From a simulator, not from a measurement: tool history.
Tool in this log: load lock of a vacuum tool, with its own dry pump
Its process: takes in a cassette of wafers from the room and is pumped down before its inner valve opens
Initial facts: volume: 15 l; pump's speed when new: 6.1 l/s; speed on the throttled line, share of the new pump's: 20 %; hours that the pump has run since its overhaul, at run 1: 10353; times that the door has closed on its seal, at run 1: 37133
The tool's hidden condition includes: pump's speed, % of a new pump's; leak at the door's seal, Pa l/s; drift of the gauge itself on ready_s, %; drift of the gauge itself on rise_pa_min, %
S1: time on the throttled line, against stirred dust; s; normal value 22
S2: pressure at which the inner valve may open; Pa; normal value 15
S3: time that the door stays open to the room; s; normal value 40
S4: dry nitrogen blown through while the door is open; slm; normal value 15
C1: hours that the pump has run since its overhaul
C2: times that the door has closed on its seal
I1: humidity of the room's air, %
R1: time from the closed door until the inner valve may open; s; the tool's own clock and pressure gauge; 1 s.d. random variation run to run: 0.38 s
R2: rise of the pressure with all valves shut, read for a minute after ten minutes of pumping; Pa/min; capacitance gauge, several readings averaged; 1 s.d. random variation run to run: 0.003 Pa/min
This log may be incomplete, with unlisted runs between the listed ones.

| run | day | S1 | S2 | S3 | S4 | C1 | C2 | I1 | R1 | R2 |
|---|---|---|---|---|---|---|---|---|---|---|
| 1 | 0 | 22 | 15 | 40 | 15 | 10353 | 37133 | 47.6 | 39.5 | 0.053 |
| 2 | 11.821 | 22 | 15 | 40 | 15 | 10637 | 37671 | 46.8 | 39.3 | 0.05 |
|  | 25.358 | dry pump taken out, an overhauled one fitted |
| 3 | 32.317 | 22 | 15 | 40 | 15 | 167 | 38592 | 48.5 | 38.5 | 0.051 |
| 4 | 55.129 | 22 | 15 | 40 | 15 | 714 | 39630 | 46.3 | 39.1 | 0.052 |
| 5 | 69.442 | 22 | 15 | 40 | 16 | 1058 | 40281 | 43.7 | 39.6 | 0.047 |
| 6 | 91.046 | 22 | 15 | 40 | 16 | 1576 | 41263 | 42.4 | 39 | 0.045 |
| 7 | 106.179 | 22 | 15 | 40 | 16 | 1940 | 41952 | 47.8 | 40.2 | 0.047 |
| 8 | 120.517 | 22 | 15 | 40 | 16 | 2284 | 42604 | 41.2 | 39.6 | 0.048 |
| 9 | 137.908 | 22 | 15 | 40 | 16 | 2701 | 43395 | 46.1 | 39.1 | 0.049 |
| 10 | 147.862 | 22 | 15 | 40 | 16 | 2940 | 43848 | 44 | 39.7 | 0.048 |
| 11 | 159.121 | 22 | 15 | 40 | 16 | 3210 | 44360 | 46.1 | 39.5 | 0.049 |
| 12 | 177.65 | 22 | 15 | 40 | 16 | 3655 | 45203 | 42.9 | 39.6 | 0.052 |
| 13 | 200.367 | 22 | 15 | 40 | 17 | 4200 | 46236 | 46 | 39.7 | 0.047 |
| 14 | 211.571 | 22 | 15 | 40 | 17 | 4469 | 46746 | 44.2 | 39 | 0.047 |
| 15 | 223.75 | 22 | 15 | 40 | 17 | 4761 | 47300 | 49 | 39.3 | 0.05 |
| 16 | 240.579 | 22 | 15 | 40 | 15 | 5165 | 48065 | 44.7 | 40.1 | 0.054 |
| 17 | 261.933 | 22 | 15 | 42 | 15 | 5678 | 49037 | 43.5 | 39.2 | 0.054 |
| 18 | 278.929 | 22 | 15 | 42 | 15 | 6086 | 49810 | 45.5 | 39.7 | 0.049 |
| 19 | 294.975 | 22 | 15 | 42 | 10 | 6471 | 50540 | 43 | 38.9 | 0.055 |
| 20 | 317.838 | 22 | 15 | 42 | 10 | 7019 | 51579 | 42.8 | 39.9 | 0.054 |
| 21 | 330.062 | 22 | 15 | 28 | 15 | 7313 | 52136 | 45.4 | 39.2 | 0.043 |
| 22 | 351.621 | 34 | 15 | 40 | 10 | 7830 | 53116 | 45.7 | 48.9 | 0.053 |
| 23 | 368.862 | 34 | 17 | 40 | 10 | 8244 | 53900 | 41.9 | 48.1 | 0.052 |
| 24 | 388.108 | 34 | 17 | 40 | 10 | 8706 | 54776 | 44.7 | 48.5 | 0.054 |
| 25 | 403.554 | 22 | 12 | 45 | 5 | 9077 | 55478 | 43.6 | 39.9 | 0.066 |
| 26 | 425.788 | 22 | 21 | 40 | 31 | 9610 | 56490 | 48.2 | 38.4 | 0.043 |
| 27 | 442.875 | 22 | 15 | 40 | 27 | 10020 | 57267 | 46.8 | 38.5 | 0.04 |
| 28 | 461.562 | 15 | 15 | 105 | 27 | 10469 | 58117 | 44.7 | 33.6 | 0.07 |
| 29 | 475.338 | 22 | 15 | 40 | 20 | 10799 | 58744 | 44.8 | 39.7 | 0.044 |
|  | 483.025 | dry pump taken out, an overhauled one fitted |
| 30 | 490.608 | 22 | 15 | 40 | 20 | 182 | 59427 | 45.8 | 39.1 | 0.043 |
| 31 | 501.462 | 22 | 15 | 40 | 16 | 443 | 59921 | 43.2 | 38.5 | 0.05 |
| 32 | 518.112 | 22 | 15 | 67 | 15 | 842 | 60678 | 45.5 | 40.5 | 0.066 |
| 33 | 540.533 | 22 | 15 | 49 | 15 | 1380 | 61698 | 45.7 | 39.8 | 0.054 |
| 34 | 558.075 | 22 | 15 | 49 | 15 | 1801 | 62496 | 45 | 39.2 | 0.06 |
| 35 | 570.904 | 22 | 15 | 49 | 15 | 2109 | 63079 | 46.3 | 39.4 | 0.057 |
| 36 | 585.975 | 22 | 22 | 33 | 15 | 2471 | 63765 | 45.7 | 38.4 | 0.046 |

Below are 5 alternative next runs, each starting from the tool's condition after run 36. Predict each:
|  | 601.254 | door's seal changed, seat wiped |
| A | 610.258 | 22 | 19 | 40 | 15 | 3052 | 410 | 43 | ? | ? |
|  | 601.254 | door's seal changed, seat wiped |
| B | 610.258 | 21 | 12 | 40 | 15 | 3052 | 410 | 48.3 | ? | ? |
|  | 601.254 | door's seal changed, seat wiped |
| C | 610.258 | 22 | 22 | 144 | 15 | 3052 | 410 | 48.6 | ? | ? |
|  | 601.254 | door's seal changed, seat wiped |
| D | 610.258 | 22 | 18 | 40 | 9 | 3052 | 410 | 45 | ? | ? |
|  | 601.254 | door's seal changed, seat wiped |
| E | 610.258 | 25 | 15 | 40 | 9 | 3052 | 410 | 46.3 | ? | ? |

| run | R1 | R2 |
|---|---|---|
| A | 38.5 | 0.047 |
| B | 39 | 0.052 |
| C | 38.5 | 0.117 |
| D | 38.4 | 0.06 |
| E | 42.3 | 0.063 |
Had the tool no hidden state, the same runs would have come out as:
| run | R1 | R2 |
|---|---|---|
| A | 38.5 | 0.047 |
| B | 39 | 0.051 |
| C | 38.5 | 0.117 |
| D | 38.4 | 0.06 |
| E | 42.2 | 0.063 |
